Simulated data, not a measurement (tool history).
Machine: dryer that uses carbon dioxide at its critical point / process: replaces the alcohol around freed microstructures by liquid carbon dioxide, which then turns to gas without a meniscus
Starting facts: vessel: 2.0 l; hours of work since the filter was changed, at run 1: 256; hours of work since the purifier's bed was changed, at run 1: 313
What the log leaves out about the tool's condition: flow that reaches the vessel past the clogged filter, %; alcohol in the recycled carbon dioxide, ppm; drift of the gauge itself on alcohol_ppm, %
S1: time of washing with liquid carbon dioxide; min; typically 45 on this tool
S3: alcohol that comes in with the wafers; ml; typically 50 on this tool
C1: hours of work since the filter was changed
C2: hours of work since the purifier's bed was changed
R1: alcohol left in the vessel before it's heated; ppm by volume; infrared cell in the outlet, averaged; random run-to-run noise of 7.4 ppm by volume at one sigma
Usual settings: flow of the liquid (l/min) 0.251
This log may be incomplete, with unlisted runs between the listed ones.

run 1 hour=0 | S1=45 flow_of_the_liquid_(l/min)=0.251 S3=50 | C1=256 C2=313 | R1=504
run 2 hour=15.5 | S1=45 flow_of_the_liquid_(l/min)=0.251 S3=70 | C1=262 C2=319 | R1=687
run 3 hour=27.9 | S1=45 flow_of_the_liquid_(l/min)=0.251 S3=31 | C1=267 C2=324 | R1=338
run 4 hour=39.7 | S1=45 flow_of_the_liquid_(l/min)=0.251 S3=42 | C1=272 C2=329 | R1=447
run 5 hour=53.6 | S1=45 flow_of_the_liquid_(l/min)=0.251 S3=42 | C1=278 C2=334 | R1=447
run 6 hour=74 | S1=45 flow_of_the_liquid_(l/min)=0.251 S3=83 | C1=286 C2=343 | R1=811
run 7 hour=85.6 | S1=45 flow_of_the_liquid_(l/min)=0.251 S3=20 | C1=291 C2=347 | R1=260
run 8 hour=109.1 | S1=45 flow_of_the_liquid_(l/min)=0.251 S3=20 | C1=300 C2=357 | R1=266
run 9 hour=121.8 | S1=45 flow_of_the_liquid_(l/min)=0.24 S3=50 | C1=305 C2=362 | R1=612
run 10 hour=135.9 | S1=45 flow_of_the_liquid_(l/min)=0.24 S3=50 | C1=311 C2=368 | R1=625
run 11 hour=158.7 | S1=45 flow_of_the_liquid_(l/min)=0.24 S3=50 | C1=320 C2=377 | R1=625
run 12 hour=169.5 | S1=45 flow_of_the_liquid_(l/min)=0.251 S3=50 | C1=325 C2=381 | R1=538
run 13 hour=190.6 | S1=45 flow_of_the_liquid_(l/min)=0.251 S3=50 | C1=333 C2=390 | R1=535
run 14 hour=208.1 | S1=45 flow_of_the_liquid_(l/min)=0.251 S3=50 | C1=341 C2=397 | R1=562
run 15 hour=233.4 | S1=45 flow_of_the_liquid_(l/min)=0.251 S3=50 | C1=351 C2=407 | R1=553
run 16 hour=253.6 | S1=45 flow_of_the_liquid_(l/min)=0.346 S3=50 | C1=359 C2=416 | R1=201
run 17 hour=268.5 | S1=45 flow_of_the_liquid_(l/min)=0.346 S3=50 | C1=365 C2=422 | R1=200
run 18 hour=287.6 | S1=45 flow_of_the_liquid_(l/min)=0.346 S3=50 | C1=373 C2=429 | R1=202
run 19 hour=301.8 | S1=45 flow_of_the_liquid_(l/min)=0.251 S3=71 | C1=379 C2=435 | R1=755
run 20 hour=325.6 | S1=45 flow_of_the_liquid_(l/min)=0.251 S3=71 | C1=388 C2=445 | R1=756
run 21 hour=336.2 | S1=45 flow_of_the_liquid_(l/min)=0.251 S3=50 | C1=393 C2=449 | R1=572
run 22 hour=349.9 | S1=45 flow_of_the_liquid_(l/min)=0.251 S3=50 | C1=398 C2=455 | R1=596
run 23 hour=368.8 | S1=45 flow_of_the_liquid_(l/min)=0.251 S3=50 | C1=406 C2=462 | R1=591
run 24 hour=392.6 | S1=45 flow_of_the_liquid_(l/min)=0.251 S3=50 | C1=416 C2=472 | R1=585
run 25 hour=410.1 | S1=42 flow_of_the_liquid_(l/min)=0.198 S3=50 | C1=423 C2=479 | R1=1494
run 26 hour=429.7 | S1=57 flow_of_the_liquid_(l/min)=0.251 S3=50 | C1=431 C2=487 | R1=277
run 27 hour=442.2 | S1=57 flow_of_the_liquid_(l/min)=0.251 S3=50 | C1=436 C2=492 | R1=285
run 28 hour=461.1 | S1=57 flow_of_the_liquid_(l/min)=0.251 S3=50 | C1=443 C2=500 | R1=299
run 29 hour=480.9 | S1=57 flow_of_the_liquid_(l/min)=0.251 S3=50 | C1=451 C2=508 | R1=293
run 30 hour=501.9 | S1=45 flow_of_the_liquid_(l/min)=0.172 S3=96 | C1=460 C2=517 | R1=3330
run 31 hour=527.3 | S1=45 flow_of_the_liquid_(l/min)=0.172 S3=40 | C1=470 C2=527 | R1=1475
run 32 hour=549.9 | S1=42 flow_of_the_liquid_(l/min)=0.292 S3=61 | C1=480 C2=536 | R1=543
run 33 hour=573.4 | S1=42 flow_of_the_liquid_(l/min)=0.292 S3=61 | C1=489 C2=546 | R1=560
-- hour=586.8 purifier's bed changed
run 34 hour=602.2 | S1=45 flow_of_the_liquid_(l/min)=0.196 S3=39 | C1=500 C2=6 | R1=929
run 35 hour=625.4 | S1=35 flow_of_the_liquid_(l/min)=0.172 S3=45 | C1=509 C2=16 | R1=2816
run 36 hour=638.2 | S1=35 flow_of_the_liquid_(l/min)=0.172 S3=45 | C1=514 C2=21 | R1=2832
run 37 hour=661.3 | S1=35 flow_of_the_liquid_(l/min)=0.172 S3=45 | C1=524 C2=30 | R1=2883
run 38 hour=686.8 | S1=67 flow_of_the_liquid_(l/min)=0.172 S3=45 | C1=534 C2=41 | R1=438
run 39 hour=705.9 | S1=67 flow_of_the_liquid_(l/min)=0.172 S3=45 | C1=542 C2=48 | R1=455
run 40 hour=728.8 | S1=67 flow_of_the_liquid_(l/min)=0.172 S3=48 | C1=551 C2=58 | R1=509
run 41 hour=750.3 | S1=67 flow_of_the_liquid_(l/min)=0.26 S3=48 | C1=560 C2=66 | R1=84
run 42 hour=764.3 | S1=65 flow_of_the_liquid_(l/min)=0.311 S3=48 | C1=565 C2=72 | R1=44
run 43 hour=782.1 | S1=65 flow_of_the_liquid_(l/min)=0.311 S3=48 | C1=573 C2=79 | R1=48
run 44 hour=800.7 | S1=45 flow_of_the_liquid_(l/min)=0.286 S3=117 | C1=580 C2=87 | R1=711
run 45 hour=823 | S1=45 flow_of_the_liquid_(l/min)=0.373 S3=85 | C1=589 C2=96 | R1=165
-- hour=845.6 inlet filter changed
run 46 hour=849.3 | S1=45 flow_of_the_liquid_(l/min)=0.373 S3=85 | C1=1 C2=106 | R1=106

Across each entry between runs, compare the hidden state at the last listed run before it with the hidden state at the first listed run after it:
Runs 33 to 34: purifier's bed changed (hour 586.8)
  flow that reaches the vessel past the clogged filter, %: 92.9 -> 92.7; alcohol in the recycled carbon dioxide, ppm: 134 -> 6.7
  measured less the result without the state, R1: +250 -> +198 ppm by volume
Runs 45 to 46: inlet filter changed (hour 845.6)
  flow that reaches the vessel past the clogged filter, %: 91.5 -> 99.3; alcohol in the recycled carbon dioxide, ppm: 27.2 -> 29.4
  measured less the result without the state, R1: +77 -> +28 ppm by volume
